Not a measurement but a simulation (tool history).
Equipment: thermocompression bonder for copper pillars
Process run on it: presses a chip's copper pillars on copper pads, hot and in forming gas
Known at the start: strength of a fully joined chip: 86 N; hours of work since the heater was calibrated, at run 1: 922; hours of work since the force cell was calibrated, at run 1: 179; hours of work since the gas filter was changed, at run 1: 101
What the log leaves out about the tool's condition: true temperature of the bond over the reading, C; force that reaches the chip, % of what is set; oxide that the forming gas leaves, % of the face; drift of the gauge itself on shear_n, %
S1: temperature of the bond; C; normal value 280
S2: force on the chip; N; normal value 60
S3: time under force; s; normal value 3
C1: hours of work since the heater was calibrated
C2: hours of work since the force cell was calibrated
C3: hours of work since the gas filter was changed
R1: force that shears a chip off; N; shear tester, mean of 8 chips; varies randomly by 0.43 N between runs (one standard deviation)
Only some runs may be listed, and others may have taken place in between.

Run 1, hour 0: usual settings; C1 922; C2 179; C3 101. Result: R1 46.8 N.
Run 2, hour 8.4: usual settings; C1 927; C2 184; C3 107. Result: R1 46.5 N.
Run 3, hour 15.9: usual settings; C1 932; C2 189; C3 111. Result: R1 46.7 N.
Run 4, hour 22.2: usual settings; C1 936; C2 193; C3 115. Result: R1 47 N.
Run 5, hour 31.6: usual settings; C1 942; C2 199; C3 121. Result: R1 46.4 N.
Run 6, hour 40.4: usual settings but S1 270 C; C1 947; C2 204; C3 127. Result: R1 42.2 N.
Run 7, hour 45: usual settings but S1 270 C; C1 950; C2 207; C3 130. Result: R1 42.3 N.
Run 8, hour 51.7: usual settings but S1 270 C; C1 954; C2 211; C3 134. Result: R1 42.5 N.
Run 9, hour 58.2: usual settings but S1 270 C; C1 958; C2 215; C3 138. Result: R1 42.9 N.
Run 10, hour 65.1: usual settings but S1 270 C; C1 963; C2 220; C3 142. Result: R1 41.8 N.
Run 11, hour 73.1: usual settings but S1 270 C; C1 968; C2 225; C3 147. Result: R1 42.3 N.
Run 12, hour 81.8: usual settings but S1 270 C; C1 973; C2 230; C3 153. Result: R1 41.7 N.
Run 13, hour 86.6: usual settings; C1 976; C2 233; C3 156. Result: R1 45.1 N.
Run 14, hour 91.7: usual settings; C1 979; C2 236; C3 159. Result: R1 45.1 N.
Run 15, hour 96.2: usual settings but S1 284 C, S2 79 N; C1 982; C2 239; C3 162. Result: R1 52.2 N.
Run 16, hour 106.1: usual settings but S1 284 C, S2 79 N; C1 988; C2 245; C3 168. Result: R1 51.5 N.
Run 17, hour 112.1: usual settings but S1 283 C, S2 79 N, S3 8 s; C1 992; C2 249; C3 172. Result: R1 65.3 N.
Run 18, hour 117.1: usual settings but S1 283 C, S2 79 N, S3 8 s; C1 995; C2 252; C3 175. Result: R1 64.6 N.
At hour 119.7: heater calibrated with a thermocouple chip.
At hour 120.8: forming gas filter changed.
Run 19, hour 126.1: usual settings but S1 283 C, S2 85 N, S3 8 s; C1 4; C2 256; C3 3. Result: R1 71.3 N.
Run 20, hour 132.8: usual settings but S1 283 C, S2 85 N, S3 8 s; C1 8; C2 260; C3 7. Result: R1 71.6 N.
At hour 136.3: heater calibrated with a thermocouple chip, once more.
Run 21, hour 140.1: usual settings but S1 283 C, S2 85 N, S3 8 s; C1 2; C2 264; C3 11. Result: R1 75.9 N.
Run 22, hour 147.1: usual settings but S1 250 C, S2 43 N, S3 2 s; C1 7; C2 268; C3 15. Result: R1 28.7 N.
Run 23, hour 157.1: usual settings but S1 250 C, S2 43 N, S3 2 s; C1 13; C2 274; C3 21. Result: R1 27.8 N.
Run 24, hour 162.9: usual settings but S1 250 C, S2 43 N, S3 2 s; C1 17; C2 278; C3 25. Result: R1 28.3 N.
Run 25, hour 171.3: usual settings but S1 250 C, S2 57 N, S3 6 s; C1 22; C2 283; C3 30. Result: R1 49.3 N.
Run 26, hour 177.5: usual settings but S2 39 N; C1 26; C2 287; C3 34. Result: R1 42.1 N.
Run 27, hour 181.8: usual settings but S1 307 C, S2 39 N; C1 28; C2 290; C3 37. Result: R1 50.5 N.
Run 28, hour 191.1: usual settings but S1 307 C, S2 55 N, S3 2 s; C1 34; C2 296; C3 43. Result: R1 53.2 N.

Below are 4 alternative next runs, each starting from the tool's condition after run 28. Predict each:
Run A, hour 197.3: usual settings but S1 303 C, S3 2 s; C1 38; C2 300; C3 47. Result: R1 ?.
Run B, hour 197.3: usual settings but S1 284 C, S2 47 N, S3 5 s; C1 38; C2 300; C3 47. Result: R1 ?.
Run C, hour 197.3: usual settings but S1 272 C, S2 55 N; C1 38; C2 300; C3 47. Result: R1 ?.
Run D, hour 197.3: usual settings but S2 42 N; C1 38; C2 300; C3 47. Result: R1 ?.

run    R1
  A  52.7
  B  54.6
  C  45.8
  D  42.9
Without the tool's hidden state the same runs would have given:
run    R1
  A  54.6
  B  56.5
  C  47.5
  D  44.6
